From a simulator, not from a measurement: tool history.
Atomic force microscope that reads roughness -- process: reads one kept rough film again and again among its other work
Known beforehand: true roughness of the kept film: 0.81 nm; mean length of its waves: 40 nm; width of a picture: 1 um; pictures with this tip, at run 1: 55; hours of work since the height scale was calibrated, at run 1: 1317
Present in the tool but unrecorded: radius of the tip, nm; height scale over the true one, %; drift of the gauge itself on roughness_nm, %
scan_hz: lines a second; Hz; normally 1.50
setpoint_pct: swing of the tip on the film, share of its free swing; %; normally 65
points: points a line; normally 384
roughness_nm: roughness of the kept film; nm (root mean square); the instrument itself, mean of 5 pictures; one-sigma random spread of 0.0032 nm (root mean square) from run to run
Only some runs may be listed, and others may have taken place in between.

run	hour	scan_hz	setpoint_pct	points	pictures with this tip	hours of work since the height scale was calibrated	roughness_nm
1	0.0	1.50	65	384	55	1317	0.769
2	40.2	1.50	65	384	125	1346	0.766
3	109.0	1.50	65	384	245	1397	0.760
4	171.2	1.50	65	384	353	1442	0.762
# hour 181.9: new tip fitted
5	242.0	1.50	65	344	105	1494	0.764
6	305.2	1.50	65	344	215	1540	0.762
7	391.3	3.12	65	344	365	1604	0.739
# hour 395.9: new tip fitted
8	435.7	1.50	65	384	69	1636	0.765
9	501.4	1.50	65	384	184	1684	0.763
10	574.5	1.50	65	384	311	1738	0.764
# hour 612.9: new tip fitted
11	649.7	1.50	65	384	64	1793	0.767
12	711.2	1.50	60	384	171	1838	0.770
13	750.9	1.50	60	384	241	1867	0.764
14	801.4	1.50	60	384	329	1904	0.761
# hour 827.0: new tip fitted
15	868.7	0.83	65	384	73	1953	0.773
16	951.8	1.36	75	889	218	2014	0.751
17	1036.3	0.96	65	384	365	2076	0.762
# hour 1040.8: new tip fitted
# hour 1079.6: height scale calibrated on a step standard
18	1103.0	0.96	65	384	106	17	0.778
19	1156.1	0.95	65	399	199	56	0.780
20	1198.5	1.50	75	331	273	87	0.757
21	1237.2	0.79	82	1002	340	116	0.765
# hour 1255.7: new tip fitted
22	1301.6	1.42	82	389	80	163	0.743
23	1361.1	0.78	80	460	183	206	0.767
24	1442.8	0.74	89	740	325	266	0.756
# hour 1474.6: new tip fitted
25	1515.0	1.50	65	803	70	319	0.774
26	1573.6	1.50	65	718	172	362	0.773
27	1621.5	1.50	86	332	256	397	0.725
28	1666.7	1.50	86	332	335	431	0.730

Consider 4 possible next runs. They are alternatives, not a sequence: every one starts from the tool as it was left by run 28. What does each give?
# hour 1689.9: new tip fitted
A	1726.5	1.50	65	324	64	474	?
# hour 1689.9: new tip fitted
B	1726.5	0.53	65	384	64	474	?
# hour 1689.9: new tip fitted
C	1726.5	0.79	55	687	64	474	?
# hour 1689.9: new tip fitted
D	1726.5	1.19	76	384	64	474	?

run	roughness_nm
A	0.768
B	0.788
C	0.789
D	0.767
Without the tool's unlogged condition, the same runs would have read:
run	roughness_nm
A	0.771
B	0.791
C	0.793
D	0.771
